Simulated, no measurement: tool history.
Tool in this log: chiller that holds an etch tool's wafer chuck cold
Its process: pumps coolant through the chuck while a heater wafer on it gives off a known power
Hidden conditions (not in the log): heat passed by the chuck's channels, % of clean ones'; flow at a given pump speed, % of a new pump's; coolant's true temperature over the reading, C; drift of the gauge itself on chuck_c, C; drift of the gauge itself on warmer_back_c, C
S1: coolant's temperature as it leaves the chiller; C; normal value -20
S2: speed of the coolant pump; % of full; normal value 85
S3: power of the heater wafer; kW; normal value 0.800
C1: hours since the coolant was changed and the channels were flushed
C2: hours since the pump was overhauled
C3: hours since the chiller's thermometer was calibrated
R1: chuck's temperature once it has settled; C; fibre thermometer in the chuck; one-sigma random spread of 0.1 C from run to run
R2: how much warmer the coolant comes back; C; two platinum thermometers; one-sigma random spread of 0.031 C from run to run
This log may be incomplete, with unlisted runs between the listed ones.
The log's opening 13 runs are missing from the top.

run,hour,S1,S2,S3,C1,C2,C3,R1,R2
14,893.6,-20,71,0.800,3206,124,3963,-14.1,3.20
15,950.8,-20,85,1.039,3263,181,4020,-13.3,3.39
16,1010.8,-20,85,1.039,3323,241,4080,-13.5,3.34
17,1073.5,-13,71,0.800,3386,304,4143,-7.1,3.21
18,1114.7,-24,85,0.800,3427,345,4184,-19.2,2.54
19,1152.8,-24,85,0.800,3465,383,4222,-19.1,2.61
20,1237.6,-25,99,0.579,3550,468,4307,-22.3,1.57
21,1306.5,-25,99,1.043,3619,537,4376,-19.2,2.89
22,1365.3,-20,85,0.800,3677,596,4435,-15.2,2.57
23,1432.8,-20,95,0.488,3745,663,4502,-17.7,1.47
24,1519.4,-11,84,0.501,3831,750,4589,-8.2,1.67
25,1563.2,-22,64,0.404,3875,793,4632,-19.1,1.82
26,1631.2,-20,86,0.623,3943,861,4700,-16.3,2.03
27,1673.0,-14,85,0.474,3985,903,4742,-11.4,1.52
28,1751.4,-19,85,0.474,4063,982,4821,-16.7,1.62
29,1807.9,-14,73,0.401,4120,1038,4877,-11.3,1.56
30,1900.0,-14,73,0.401,4212,1130,4969,-11.6,1.51
# hour 1938.4: chiller's thermometer calibrated
31,1994.1,-14,73,0.401,4305,1223,56,-10.5,1.60
32,2034.2,-14,73,0.401,4345,1263,96,-10.8,1.59

What if the next run were any one of these 3? Each begins from the tool's condition after run 32:
A,2093.3,-14,75,0.418,4404,1323,155,?,?
B,2093.3,-13,73,1.199,4404,1323,155,?,?
C,2093.3,-14,63,0.824,4404,1323,155,?,?

run,R1,R2
A,-10.6,1.61
B,-2.7,4.75
C,-5.9,3.83
What these runs would have given with no unlogged condition in the tool:
run,R1,R2
A,-11.1,1.55
B,-4.2,4.57
C,-7.1,3.68
